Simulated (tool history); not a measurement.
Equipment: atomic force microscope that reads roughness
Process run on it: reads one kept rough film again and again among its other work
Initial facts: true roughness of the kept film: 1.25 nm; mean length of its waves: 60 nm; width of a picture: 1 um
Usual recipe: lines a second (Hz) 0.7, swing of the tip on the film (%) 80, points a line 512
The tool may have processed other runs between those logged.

run,hour,lines a second (Hz),swing of the tip on the film (%),points a line,roughness of the kept film (nm (root mean square))
1,0,0.7,80,512,1.173
2,7,0.7,80,512,1.172
3,17,0.7,80,512,1.176
4,22.9,0.7,80,512,1.181
5,31.6,0.7,80,560,1.178
6,41.8,0.7,80,560,1.178
7,51.7,0.7,89,512,1.152
8,57.4,0.7,89,512,1.144
9,65.1,0.7,80,512,1.179
10,69.9,0.7,80,512,1.177
11,75.9,0.7,80,512,1.175
12,85.9,1.274,80,512,1.137
13,93.2,1.274,77,512,1.147
14,98.3,1.274,77,512,1.144
15,105.8,1.274,77,512,1.147
16,110.8,1.274,77,512,1.147
17,117.3,1.274,77,512,1.147
18,127.8,0.7,80,512,1.172
19,134.2,0.7,80,512,1.174
20,142.5,0.7,80,512,1.174
21,148.2,0.7,80,512,1.173
22,155,0.7,80,512,1.176
23,162.6,0.7,80,512,1.176
24,172.1,0.7,80,512,1.176
25,180.3,0.7,80,512,1.178
26,186.1,2.971,77,335,1.05
27,191.6,2.093,80,285,1.074
28,199.3,2.157,80,276,1.071
29,210.4,0.7,58,274,1.212
30,214.9,0.7,68,500,1.199
31,220.2,1.232,71,262,1.169
32,227.1,0.731,85,979,1.161
33,234.3,0.731,85,979,1.158
34,243.7,0.7,80,733,1.174
35,251,2.993,59,733,1.162
36,256.5,0.852,69,415,1.193
37,263,0.852,69,415,1.194
38,269.7,3.897,89,415,0.876
39,277.3,3.897,89,415,0.883
40,286.6,1.601,89,461,1.055
41,295.5,2.846,89,743,0.956
42,301.2,2.846,89,743,0.948
43,305.9,0.7,80,258,1.169
44,314.2,0.7,80,321,1.173
45,322.3,1.315,80,610,1.131
46,328.5,1.315,80,610,1.126
47,334,1.315,60,610,1.199
48,340.9,2.909,65,491,1.137
49,347.2,0.7,65,512,1.213
50,352,0.7,71,487,1.195

Not shown: 5 entries that the log had between the listed runs. Between which runs, and how does the tool's hidden state differ before and after?
After run 2, before run 3: new tip fitted (hour 9.6)
  radius of the tip, nm: 10.9 -> 10.1
After run 12, before run 13: new tip fitted (hour 91.9)
  radius of the tip, nm: 10.9 -> 10
After run 24, before run 25: new tip fitted (hour 174.2)
  radius of the tip, nm: 10.9 -> 10.1
After run 35, before run 36: new tip fitted (hour 256.5)
  radius of the tip, nm: 10.9 -> 10
After run 47, before run 48: new tip fitted (hour 339.6)
  radius of the tip, nm: 10.9 -> 10
